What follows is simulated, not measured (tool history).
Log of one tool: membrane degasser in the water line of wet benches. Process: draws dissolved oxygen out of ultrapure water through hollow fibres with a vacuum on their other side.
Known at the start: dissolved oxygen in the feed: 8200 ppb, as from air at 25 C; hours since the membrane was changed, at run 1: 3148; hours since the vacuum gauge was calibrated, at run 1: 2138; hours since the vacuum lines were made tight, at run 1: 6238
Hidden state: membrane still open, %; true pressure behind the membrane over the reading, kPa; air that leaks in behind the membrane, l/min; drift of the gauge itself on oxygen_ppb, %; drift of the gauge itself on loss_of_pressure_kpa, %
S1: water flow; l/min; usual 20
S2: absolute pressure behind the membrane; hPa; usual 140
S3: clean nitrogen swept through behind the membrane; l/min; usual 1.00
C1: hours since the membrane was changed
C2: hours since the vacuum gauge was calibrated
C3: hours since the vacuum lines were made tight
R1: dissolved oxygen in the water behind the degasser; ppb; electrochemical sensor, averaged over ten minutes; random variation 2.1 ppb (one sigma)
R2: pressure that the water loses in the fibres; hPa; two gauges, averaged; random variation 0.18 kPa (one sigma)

{"run": 1, "hour": 0.0, "S1": 20, "S2": 140, "S3": 1.0, "C1": 3148, "C2": 2138, "C3": 6238, "R1": 488.7, "R2": 325.7}
{"run": 2, "hour": 198.4, "S1": 20, "S2": 140, "S3": 1.0, "C1": 3347, "C2": 2337, "C3": 6437, "R1": 489.1, "R2": 323.5}
{"run": 3, "hour": 370.5, "S1": 20, "S2": 140, "S3": 1.0, "C1": 3519, "C2": 2509, "C3": 6609, "R1": 492.1, "R2": 326.7}
{"run": 4, "hour": 599.1, "S1": 20, "S2": 140, "S3": 1.0, "C1": 3747, "C2": 2738, "C3": 6837, "R1": 490.7, "R2": 327.1}
{"run": 5, "hour": 704.4, "S1": 20, "S2": 140, "S3": 1.0, "C1": 3853, "C2": 2843, "C3": 6943, "R1": 487.9, "R2": 323.1}
{"run": 6, "hour": 912.8, "S1": 20, "S2": 140, "S3": 1.0, "C1": 4061, "C2": 3051, "C3": 7151, "R1": 491.0, "R2": 323.5}
{"run": 7, "hour": 1122.4, "S1": 20, "S2": 140, "S3": 0.59, "C1": 4271, "C2": 3261, "C3": 7361, "R1": 735.9, "R2": 327.4}
{"run": 8, "hour": 1232.0, "S1": 20, "S2": 140, "S3": 0.59, "C1": 4380, "C2": 3370, "C3": 7470, "R1": 736.9, "R2": 326.8}
{"run": 9, "hour": 1338.9, "S1": 20, "S2": 140, "S3": 0.59, "C1": 4487, "C2": 3477, "C3": 7577, "R1": 735.1, "R2": 328.5}
{"run": 10, "hour": 1495.3, "S1": 20, "S2": 140, "S3": 1.0, "C1": 4643, "C2": 3634, "C3": 7734, "R1": 492.7, "R2": 325.4}
{"run": 11, "hour": 1617.9, "S1": 20, "S2": 140, "S3": 1.0, "C1": 4766, "C2": 3756, "C3": 7856, "R1": 486.9, "R2": 327.3}
{"hour": 1680.7, "done": "seals of the vacuum lines changed"}
{"hour": 1766.5, "done": "vacuum gauge calibrated"}
{"run": 12, "hour": 1778.3, "S1": 20, "S2": 140, "S3": 1.0, "C1": 4924, "C2": 12, "C3": 97, "R1": 483.3, "R2": 325.1}
{"run": 13, "hour": 1937.5, "S1": 20, "S2": 140, "S3": 1.25, "C1": 5083, "C2": 171, "C3": 256, "R1": 402.2, "R2": 329.3}
{"run": 14, "hour": 2029.5, "S1": 20, "S2": 140, "S3": 1.0, "C1": 5175, "C2": 263, "C3": 348, "R1": 482.6, "R2": 326.8}
{"run": 15, "hour": 2203.4, "S1": 20, "S2": 140, "S3": 1.0, "C1": 5349, "C2": 437, "C3": 522, "R1": 479.0, "R2": 327.0}
{"run": 16, "hour": 2395.0, "S1": 20, "S2": 140, "S3": 1.0, "C1": 5541, "C2": 628, "C3": 714, "R1": 483.4, "R2": 328.4}
{"run": 17, "hour": 2569.1, "S1": 32, "S2": 332, "S3": 1.13, "C1": 5715, "C2": 803, "C3": 888, "R1": 1576.1, "R2": 524.4}
{"run": 18, "hour": 2771.8, "S1": 19, "S2": 140, "S3": 1.0, "C1": 5917, "C2": 1005, "C3": 1091, "R1": 457.2, "R2": 314.1}
{"run": 19, "hour": 2900.2, "S1": 16, "S2": 90, "S3": 1.08, "C1": 6046, "C2": 1134, "C3": 1219, "R1": 207.9, "R2": 264.1}
{"run": 20, "hour": 3103.1, "S1": 26, "S2": 130, "S3": 0.88, "C1": 6249, "C2": 1337, "C3": 1422, "R1": 626.7, "R2": 424.8}
{"run": 21, "hour": 3323.1, "S1": 15, "S2": 100, "S3": 1.08, "C1": 6469, "C2": 1557, "C3": 1642, "R1": 224.4, "R2": 244.1}
{"run": 22, "hour": 3528.0, "S1": 26, "S2": 97, "S3": 0.95, "C1": 6674, "C2": 1762, "C3": 1847, "R1": 418.7, "R2": 424.7}
{"run": 23, "hour": 3623.4, "S1": 14, "S2": 97, "S3": 2.33, "C1": 6769, "C2": 1857, "C3": 1942, "R1": 104.0, "R2": 232.9}
{"run": 24, "hour": 3765.2, "S1": 14, "S2": 97, "S3": 2.33, "C1": 6911, "C2": 1999, "C3": 2084, "R1": 104.4, "R2": 230.6}
{"run": 25, "hour": 3859.6, "S1": 14, "S2": 319, "S3": 2.33, "C1": 7005, "C2": 2093, "C3": 2178, "R1": 413.0, "R2": 229.4}
{"run": 26, "hour": 4056.0, "S1": 30, "S2": 241, "S3": 0.73, "C1": 7202, "C2": 2289, "C3": 2375, "R1": 1522.2, "R2": 494.4}
{"run": 27, "hour": 4242.6, "S1": 20, "S2": 246, "S3": 0.47, "C1": 7388, "C2": 2476, "C3": 2561, "R1": 1560.1, "R2": 328.6}
{"run": 28, "hour": 4436.6, "S1": 20, "S2": 232, "S3": 0.4, "C1": 7582, "C2": 2670, "C3": 2755, "R1": 1629.4, "R2": 329.0}
{"run": 29, "hour": 4564.2, "S1": 20, "S2": 199, "S3": 2.43, "C1": 7710, "C2": 2798, "C3": 2883, "R1": 344.2, "R2": 328.6}
{"run": 30, "hour": 4781.0, "S1": 20, "S2": 199, "S3": 2.43, "C1": 7927, "C2": 3014, "C3": 3100, "R1": 348.6, "R2": 330.7}
{"run": 31, "hour": 4921.6, "S1": 29, "S2": 98, "S3": 0.74, "C1": 8067, "C2": 3155, "C3": 3240, "R1": 567.0, "R2": 478.6}
{"run": 32, "hour": 5074.4, "S1": 23, "S2": 95, "S3": 1.0, "C1": 8220, "C2": 3308, "C3": 3393, "R1": 352.4, "R2": 382.1}

Forecast each of these 4 alternatives for the next run:
{"run": "A", "hour": 5229.6, "S1": 21, "S2": 140, "S3": 2.14, "C1": 8375, "C2": 3463, "C3": 3548, "R1": "?", "R2": "?"}
{"run": "B", "hour": 5229.6, "S1": 25, "S2": 121, "S3": 1.76, "C1": 8375, "C2": 3463, "C3": 3548, "R1": "?", "R2": "?"}
{"run": "C", "hour": 5229.6, "S1": 25, "S2": 105, "S3": 2.29, "C1": 8375, "C2": 3463, "C3": 3548, "R1": "?", "R2": "?"}
{"run": "D", "hour": 5229.6, "S1": 17, "S2": 246, "S3": 0.45, "C1": 8375, "C2": 3463, "C3": 3548, "R1": "?", "R2": "?"}

run=A R1=280.0 R2=348.5
run=B R1=333.6 R2=411.9
run=C R1=233.0 R2=412.8
run=D R1=1430.5 R2=279.6
Without the tool's hidden state the same runs would have given:
run=A R1=270.6 R2=337.3
run=B R1=321.0 R2=398.6
run=C R1=221.4 R2=399.5
run=D R1=1417.5 R2=270.5

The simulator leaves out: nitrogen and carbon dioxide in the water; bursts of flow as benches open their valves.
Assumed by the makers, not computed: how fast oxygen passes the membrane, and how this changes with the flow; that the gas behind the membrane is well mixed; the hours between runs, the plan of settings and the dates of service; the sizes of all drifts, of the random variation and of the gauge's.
